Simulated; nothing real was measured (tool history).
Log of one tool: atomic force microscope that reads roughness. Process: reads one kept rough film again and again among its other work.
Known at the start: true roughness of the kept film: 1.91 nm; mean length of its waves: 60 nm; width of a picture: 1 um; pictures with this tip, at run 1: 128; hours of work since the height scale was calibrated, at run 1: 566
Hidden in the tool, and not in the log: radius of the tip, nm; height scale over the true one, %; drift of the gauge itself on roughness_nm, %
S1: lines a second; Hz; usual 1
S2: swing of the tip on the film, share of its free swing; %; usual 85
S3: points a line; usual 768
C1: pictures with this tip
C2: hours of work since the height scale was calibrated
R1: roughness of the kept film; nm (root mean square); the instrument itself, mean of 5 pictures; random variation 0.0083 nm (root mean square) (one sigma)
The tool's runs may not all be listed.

run	hour	S1	S2	S3	C1	C2	R1
1	0	1	85	768	128	566	1.795
2	22.8	2.91	85	768	173	583	1.694
3	62.9	2.91	85	768	251	614	1.688
4	95	2.91	85	768	313	638	1.688
# hour 106.5: new tip fitted
5	137.5	2.91	85	768	60	669	1.701
6	181.3	2.91	85	768	145	702	1.69
7	213.9	2.91	85	768	209	727	1.704
8	241	1	85	768	262	747	1.782
9	276.3	1	85	441	330	774	1.797
# hour 280.8: new tip fitted
10	303.8	1	85	441	45	794	1.804
11	333.8	1	85	441	103	817	1.814
12	367.3	1	85	441	169	842	1.797
13	389.8	3.33	85	768	212	859	1.677
14	409.5	3.33	85	768	251	874	1.676
15	428.8	1	85	768	288	889	1.8
# hour 453: new tip fitted
16	468.8	1	66	768	30	918	1.85
17	493.4	1	66	768	78	937	1.845
18	521.7	1	66	768	133	958	1.848
19	539.7	1	66	768	168	972	1.847
20	567.6	1	85	768	223	993	1.799
21	588.7	1	67	768	264	1009	1.83
22	615.9	1	67	768	317	1029	1.847
# hour 625.1: new tip fitted
23	654.7	1	67	768	57	1058	1.851
24	674.8	0.78	74	768	97	1073	1.844
25	699.6	0.9	59	925	145	1092	1.861
26	719.8	0.9	59	925	184	1107	1.854
27	749.3	0.9	59	925	242	1129	1.857
28	782	0.9	59	925	305	1154	1.85
# hour 799.3: new tip fitted
29	812	2.24	59	925	25	1176	1.828
30	850.1	1	85	353	99	1205	1.795
31	879.6	0.76	56	736	156	1227	1.851
32	916	0.76	56	406	227	1254	1.85
33	945.1	2.07	61	418	284	1276	1.818
# hour 973: new tip fitted
34	987.2	0.68	82	768	28	1308	1.829
35	1012.1	0.68	82	768	76	1326	1.835
36	1052.8	0.68	82	768	156	1357	1.839
37	1093.2	0.68	82	768	234	1388	1.845
38	1133.6	0.68	82	768	313	1418	1.84
# hour 1144.5: new tip fitted
39	1165.4	2.42	90	308	41	1442	1.691
40	1185	2.07	90	308	79	1456	1.698
41	1216.4	2.07	63	537	140	1480	1.834

Forecast each of these 3 alternatives for the next run:
A	1234.6	1.29	63	689	176	1494	?
B	1234.6	2.07	75	563	176	1494	?
C	1234.6	1.09	69	269	176	1494	?

run	R1
A	1.845
B	1.768
C	1.819
Without the tool's hidden state the same runs would have given:
run	R1
A	1.85
B	1.773
C	1.824

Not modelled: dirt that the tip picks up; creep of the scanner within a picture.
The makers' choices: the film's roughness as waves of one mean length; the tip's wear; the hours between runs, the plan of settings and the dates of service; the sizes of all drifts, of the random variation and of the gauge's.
